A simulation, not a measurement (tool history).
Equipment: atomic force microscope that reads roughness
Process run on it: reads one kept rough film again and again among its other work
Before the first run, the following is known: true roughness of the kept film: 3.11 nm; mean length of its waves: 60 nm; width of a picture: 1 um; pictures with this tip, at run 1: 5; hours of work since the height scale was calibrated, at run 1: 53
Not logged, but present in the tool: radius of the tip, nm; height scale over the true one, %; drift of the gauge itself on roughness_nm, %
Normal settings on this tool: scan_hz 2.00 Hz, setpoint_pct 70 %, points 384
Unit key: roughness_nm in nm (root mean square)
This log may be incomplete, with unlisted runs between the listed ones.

| run | hour | scan_hz | setpoint_pct | points | pictures with this tip | hours of work since the height scale was calibrated | roughness_nm |
|---|---|---|---|---|---|---|---|
| 1 | 0.0 | 2.00 | 70 | 384 | 5 | 53 | 2.889 |
| 2 | 16.0 | 2.00 | 72 | 384 | 25 | 61 | 2.826 |
| 3 | 31.4 | 0.68 | 72 | 384 | 44 | 69 | 2.964 |
| 4 | 58.9 | 0.80 | 70 | 384 | 77 | 84 | 2.893 |
| 5 | 74.5 | 0.80 | 70 | 384 | 96 | 92 | 2.903 |
|  | 90.5 | new tip fitted |
| 6 | 92.1 | 0.80 | 70 | 384 | 2 | 101 | 2.962 |
| 7 | 122.2 | 2.00 | 70 | 384 | 39 | 117 | 2.854 |
| 8 | 138.8 | 1.13 | 70 | 384 | 59 | 126 | 2.909 |
| 9 | 163.4 | 3.43 | 70 | 384 | 89 | 139 | 2.709 |
| 10 | 178.7 | 3.58 | 61 | 1022 | 108 | 147 | 2.808 |
|  | 182.1 | new tip fitted |
| 11 | 196.4 | 3.66 | 67 | 498 | 17 | 156 | 2.805 |

For run 12, what comes out?
| 12 | 214.4 | 3.66 | 75 | 498 | 39 | 165 | ? |

roughness_nm: 2.674 nm (root mean square)
If the tool had no hidden condition, the same run with the same run-to-run variation would have returned roughness_nm 2.702 nm (root mean square).
